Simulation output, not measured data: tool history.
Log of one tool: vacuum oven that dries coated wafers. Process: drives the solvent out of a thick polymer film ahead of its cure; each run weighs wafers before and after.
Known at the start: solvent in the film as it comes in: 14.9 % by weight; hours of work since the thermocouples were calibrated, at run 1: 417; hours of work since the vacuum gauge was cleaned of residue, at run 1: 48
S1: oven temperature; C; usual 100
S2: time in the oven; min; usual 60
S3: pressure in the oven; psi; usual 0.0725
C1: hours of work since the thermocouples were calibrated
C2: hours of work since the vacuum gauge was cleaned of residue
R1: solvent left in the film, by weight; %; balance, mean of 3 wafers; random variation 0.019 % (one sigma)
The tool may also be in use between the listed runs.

run,hour,S1,S2,S3,C1,C2,R1
1,0,100,60,0.0725,417,48,1.15
2,12.2,100,60,0.115,422,53,1.43
3,24.8,100,60,0.115,427,58,1.41
4,34,100,60,0.0725,431,62,1.16
5,41.6,100,60,0.0725,434,65,1.16
6,50,100,60,0.0725,438,69,1.15
7,60.2,100,60,0.0725,442,73,1.15
8,70.2,100,60,0.0725,446,77,1.16
9,81.3,100,60,0.0725,451,82,1.13
10,92.9,100,60,0.0725,455,86,1.17
11,102.6,100,60,0.0835,459,91,1.21
12,113.9,100,60,0.1764,464,95,1.8
13,126.6,100,60,0.1764,470,101,1.77
14,132.3,100,60,0.199,472,103,1.94
15,141.8,113,31,0.046,476,107,0.62
16,152.8,113,31,0.046,480,111,0.62
17,162,113,31,0.046,484,115,0.64
# hour 164.4: vacuum gauge cleaned of residue and calibrated
18,174.5,86,101,0.046,489,4,2.34
19,182.5,86,101,0.046,492,8,2.34
20,191.7,99,72,0.0455,496,11,0.84
21,197.7,88,59,0.1078,499,14,4.3
22,207.7,88,59,0.1078,503,18,4.29
# hour 219.2: vacuum gauge cleaned of residue and calibrated, once more
23,221.9,88,59,0.1078,508,1,4.24
24,228.7,115,59,0.2709,511,4,1.04
25,237,100,108,0.098,514,7,0.68
26,248,100,108,0.098,519,12,0.68
27,254.7,100,106,0.0629,522,15,0.49

4 ways to go on from here, each from the tool as it stands after run 27. What would each give?
A,267.6,87,90,0.0731,527,20,?
B,267.6,100,106,0.24,527,20,?
C,267.6,111,40,0.225,527,20,?
D,267.6,100,48,0.066,527,20,?

run,R1
A,2.63
B,1.58
C,1.24
D,1.6
Without the tool's hidden state the same runs would have given:
run,R1
A,2.49
B,1.54
C,1.19
D,1.5
